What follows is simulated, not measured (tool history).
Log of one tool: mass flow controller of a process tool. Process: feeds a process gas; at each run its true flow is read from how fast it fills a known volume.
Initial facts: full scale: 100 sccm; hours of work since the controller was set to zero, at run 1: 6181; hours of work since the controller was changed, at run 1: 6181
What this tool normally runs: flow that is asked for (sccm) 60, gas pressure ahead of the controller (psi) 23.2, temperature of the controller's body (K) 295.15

run      day  flow that is asked for (sccm)  gas pressure ahead of the controller (psi)  temperature of the controller's body (K)  hours of work since the controller was set to zero  hours of work since the controller was changed  true flow (%)
  1    0.000                             60                                        23.2                                    295.15                                                6181                                            6181          99.24
  2   10.217                             60                                        23.2                                    295.15                                                6326                                            6326          99.27
  3   18.479                             60                                        23.2                                    295.15                                                6444                                            6444          99.20
  4   28.883                             60                                        23.2                                    295.15                                                6592                                            6592          99.35
  5   37.108                             60                                        23.2                                    298.15                                                6709                                            6709          99.31
  6   48.179                             60                                        23.2                                    298.15                                                6867                                            6867          99.17
  7   62.329                             60                                        23.2                                    298.15                                                7068                                            7068          99.21
  8   74.783                             60                                        23.2                                    298.15                                                7245                                            7245          99.15
      78.000  -- controller's zero set anew
  9   88.421                             60                                        23.2                                    298.15                                                 148                                            7439          99.08
 10  103.454                             60                                        23.2                                    298.15                                                 362                                            7653          99.12
 11  113.696                             60                                        30.9                                    298.15                                                 508                                            7799          99.24
 12  127.983                             60                                        30.9                                    298.15                                                 711                                            8002          99.29
 13  139.842                             13                                        30.9                                    309.15                                                 880                                            8171          99.23
 14  152.025                             20                                        39.2                                    293.15                                                1054                                            8344          98.71
 15  160.329                             20                                        39.2                                    293.15                                                1172                                            8462          98.70
 16  176.592                             20                                        39.2                                    293.15                                                1403                                            8694          98.58
 17  192.954                             60                                        32.6                                    297.15                                                1636                                            8927          99.00
 18  200.321                             60                                        32.6                                    297.15                                                1741                                            9031          98.94
 19  212.596                             94                                        30.5                                    299.15                                                1916                                            9206          99.37
 20  226.379                             16                                        26.8                                    310.15                                                2112                                            9402          98.82
 21  239.304                             16                                        26.8                                    310.15                                                2296                                            9586          98.98
 22  252.388                             64                                        33.1                                    303.15                                                2482                                            9772          99.02

Predict each of these 3 candidate next runs independently; none follows another, all start after run 22:
  A  261.850                             60                                        23.2                                    302.15                                                2616                                            9907              ?
  B  261.850                             79                                        20.5                                    303.15                                                2616                                            9907              ?
  C  261.850                             24                                        40.0                                    299.15                                                2616                                            9907              ?

run  true flow (%)
  A          98.68
  B          98.91
  C          98.67
With no hidden state in the tool, these same runs would have given:
run  true flow (%)
  A          99.55
  B          99.78
  C          99.55
